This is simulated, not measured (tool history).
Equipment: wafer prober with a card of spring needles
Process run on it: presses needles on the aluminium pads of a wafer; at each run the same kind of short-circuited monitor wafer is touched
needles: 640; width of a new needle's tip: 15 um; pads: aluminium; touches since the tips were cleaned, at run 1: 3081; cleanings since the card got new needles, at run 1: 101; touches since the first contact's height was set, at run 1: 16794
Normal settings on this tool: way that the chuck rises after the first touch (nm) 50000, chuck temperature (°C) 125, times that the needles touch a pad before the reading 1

run    hour  way that the chuck rises after the first touch (nm)  chuck temperature (°C)  times that the needles touch a pad before the reading  touches since the tips were cleaned  cleanings since the card got new needles  touches since the first contact's height was set  resistance of one needle with its contact and lead (mohm)  way that a needle slides on the pad (nm)
  1       0                                                50000                     125                                                      1                                 3081                                       101                                             16794                                                        265                                     12010
        6.8  -- tips cleaned on abrasive film
       23.5  -- tips cleaned on abrasive film
       40.3  -- tips cleaned on abrasive film
         57  -- tips cleaned on abrasive film
  2    64.6                                                50000                     125                                                      1                                 2843                                       105                                             40822                                                        261                                     11870
       71.3  -- tips cleaned on abrasive film
       88.1  -- tips cleaned on abrasive film
      101.5  -- tips cleaned on abrasive film
      118.3  -- tips cleaned on abrasive film
      128.6  -- height of the first contact set anew
        132  -- tips cleaned on abrasive film
  3   132.4                                                50000                     125                                                      1                                  148                                       110                                              1394                                                        239                                     11950
      145.6  -- tips cleaned on abrasive film
      162.4  -- tips cleaned on abrasive film
      179.1  -- tips cleaned on abrasive film
      195.8  -- tips cleaned on abrasive film
  4   208.1                                                50000                     125                                                      1                                 4601                                       114                                             29586                                                        280                                     11950
      211.5  -- tips cleaned on abrasive film
      228.3  -- tips cleaned on abrasive film
      241.7  -- tips cleaned on abrasive film
      258.4  -- tips cleaned on abrasive film
      275.1  -- tips cleaned on abrasive film
  5   276.9                                                50000                     125                                                      1                                  658                                       119                                             55140                                                        245                                     11780
      290.3  -- tips cleaned on abrasive film
      300.6  -- height of the first contact set anew
      307.3  -- tips cleaned on abrasive film
      320.8  -- tips cleaned on abrasive film
      337.1  -- tips cleaned on abrasive film
  6   337.1                                                50000                     125                                                      1                                    0                                       123                                             13544                                                        234                                     11990
      353.8  -- tips cleaned on abrasive film
      370.4  -- tips cleaned on abrasive film
      383.8  -- tips cleaned on abrasive film
      400.4  -- tips cleaned on abrasive film
      414.6  -- tips cleaned on abrasive film
  7   414.6                                                50000                      79                                                      1                                    0                                       128                                             42383                                                        227                                     11810
      431.4  -- tips cleaned on abrasive film
      447.9  -- tips cleaned on abrasive film
  8   452.8                                                50000                      88                                                      1                                 1812                                       130                                             56596                                                        246                                     11810
      462.9  -- tips cleaned on abrasive film
      473.2  -- height of the first contact set anew
      479.9  -- tips cleaned on abrasive film
  9   489.8                                                50000                      88                                                      1                                 3690                                       132                                              6183                                                        264                                     11980
      496.5  -- tips cleaned on abrasive film
      513.3  -- tips cleaned on abrasive film
        530  -- tips cleaned on abrasive film
      546.8  -- tips cleaned on abrasive film
      563.5  -- tips cleaned on abrasive film
 10   567.7                                                50000                      88                                                      1                                 1562                                       137                                             35169                                                        248                                     11910
      577.8  -- tips cleaned on abrasive film
      591.2  -- tips cleaned on abrasive film
      607.9  -- tips cleaned on abrasive film
      624.7  -- tips cleaned on abrasive film
 11   631.8                                                50000                      88                                                      1                                 2668                                       141                                             59022                                                        255                                     11810
      638.6  -- tips cleaned on abrasive film
      645.5  -- height of the first contact set anew
      652.3  -- tips cleaned on abrasive film
      669.1  -- tips cleaned on abrasive film
 12   669.7                                                50000                      88                                                      1                                  232                                       144                                              8957                                                        231                                     11990
      683.1  -- tips cleaned on abrasive film
      696.5  -- tips cleaned on abrasive film
      713.1  -- tips cleaned on abrasive film
 13   715.5                                                50000                      92                                                      1                                  907                                       147                                             26002                                                        241                                     11920
      728.9  -- tips cleaned on abrasive film
      745.7  -- tips cleaned on abrasive film
      762.4  -- tips cleaned on abrasive film
 14   766.3                                                50000                      33                                                      1                                 1446                                       150                                             44901                                                        231                                     11890
      776.4  -- tips cleaned on abrasive film
      793.1  -- tips cleaned on abrasive film
      806.6  -- tips cleaned on abrasive film
      820.2  -- height of the first contact set anew
      823.6  -- tips cleaned on abrasive film
        837  -- tips cleaned on abrasive film
 15     841                                                50000                      33                                                      1                                 1480                                       155                                              7713                                                        235                                     11920
      851.1  -- tips cleaned on abrasive film
      864.5  -- tips cleaned on abrasive film
      881.2  -- tips cleaned on abrasive film
        898  -- tips cleaned on abrasive film
 16   908.7                                                41000                     125                                                      2                                 4012                                       159                                             32913                                                        288                                      9720
      912.1  -- tips cleaned on abrasive film
      928.9  -- tips cleaned on abrasive film
      945.6  -- tips cleaned on abrasive film
      962.4  -- tips cleaned on abrasive film
      975.8  -- tips cleaned on abrasive film
 17   986.4                                                31000                      67                                                      2                                 3969                                       164                                             61812                                                        326                                      7200
      989.8  -- tips cleaned on abrasive film
      993.5  -- height of the first contact set anew
     1006.7  -- tips cleaned on abrasive film
     1023.5  -- tips cleaned on abrasive film
     1040.2  -- tips cleaned on abrasive film
 18  1050.7                                                63000                      34                                                      2                                 3914                                       168                                             21292                                                        227                                     15100
     1054.1  -- tips cleaned on abrasive film
     1070.7  -- tips cleaned on abrasive film
     1086.1  -- tips cleaned on abrasive film
 19  1086.1                                                59000                     125                                                      1                                    0                                       171                                             34447                                                        234                                     14130
     1102.8  -- tips cleaned on abrasive film
     1119.6  -- tips cleaned on abrasive film
     1136.3  -- tips cleaned on abrasive film
     1151.3  -- tips cleaned on abrasive film
 20  1151.3                                                36000                     118                                                      1                                    0                                       175                                             58719                                                        249                                      8430
     1164.8  -- tips cleaned on abrasive film
     1168.4  -- height of the first contact set anew
     1178.5  -- tips cleaned on abrasive film
     1195.2  -- tips cleaned on abrasive film
 21    1201                                                36000                     118                                                      1                                 2145                                       178                                             12117                                                        310                                      8630
     1211.1  -- tips cleaned on abrasive film
     1227.8  -- tips cleaned on abrasive film
     1244.5  -- tips cleaned on abrasive film
     1261.3  -- tips cleaned on abrasive film
 22  1266.4                                                47000                      65                                                      1                                 1917                                       182                                             36461                                                        267                                     11220
     1276.5  -- tips cleaned on abrasive film
     1293.2  -- tips cleaned on abrasive film
     1309.8  -- tips cleaned on abrasive film
 23  1313.9                                                47000                      65                                                      1                                 1537                                       185                                             54127                                                        265                                     11090
       1324  -- tips cleaned on abrasive film
     1337.4  -- tips cleaned on abrasive film
       1341  -- height of the first contact set anew
     1354.4  -- tips cleaned on abrasive film
 24  1355.6                                                69000                      26                                                      1                                  439                                       188                                              5425                                                        212                                     16620
       1369  -- tips cleaned on abrasive film
     1382.5  -- tips cleaned on abrasive film
     1399.2  -- tips cleaned on abrasive film
 25  1402.6                                                69000                      26                                                      1                                 1263                                       191                                             22895                                                        218                                     16570

What if the next run were any one of these 3? Each begins from the tool's condition after run 25:
     1412.8  -- tips cleaned on abrasive film
     1429.5  -- tips cleaned on abrasive film
       1443  -- tips cleaned on abrasive film
     1459.7  -- tips cleaned on abrasive film
     1473.1  -- tips cleaned on abrasive film
  A  1475.6                                                69000                      50                                                      2                                  912                                       196                                             50025                                                          ?                                         ?
     1412.8  -- tips cleaned on abrasive film
     1429.5  -- tips cleaned on abrasive film
       1443  -- tips cleaned on abrasive film
     1459.7  -- tips cleaned on abrasive film
     1473.1  -- tips cleaned on abrasive film
  B  1475.6                                                53000                      88                                                      2                                  912                                       196                                             50025                                                          ?                                         ?
     1412.8  -- tips cleaned on abrasive film
     1429.5  -- tips cleaned on abrasive film
       1443  -- tips cleaned on abrasive film
     1459.7  -- tips cleaned on abrasive film
     1473.1  -- tips cleaned on abrasive film
  C  1475.6                                                69000                      32                                                      2                                  912                                       196                                             50025                                                          ?                                         ?

run  resistance of one needle with its contact and lead (mohm)  way that a needle slides on the pad (nm)
  A                                                        216                                     16440
  B                                                        236                                     12580
  C                                                        214                                     16390
Without the tool's unlogged condition, the same runs would have read:
run  resistance of one needle with its contact and lead (mohm)  way that a needle slides on the pad (nm)
  A                                                        203                                     16660
  B                                                        216                                     12800
  C                                                        201                                     16610

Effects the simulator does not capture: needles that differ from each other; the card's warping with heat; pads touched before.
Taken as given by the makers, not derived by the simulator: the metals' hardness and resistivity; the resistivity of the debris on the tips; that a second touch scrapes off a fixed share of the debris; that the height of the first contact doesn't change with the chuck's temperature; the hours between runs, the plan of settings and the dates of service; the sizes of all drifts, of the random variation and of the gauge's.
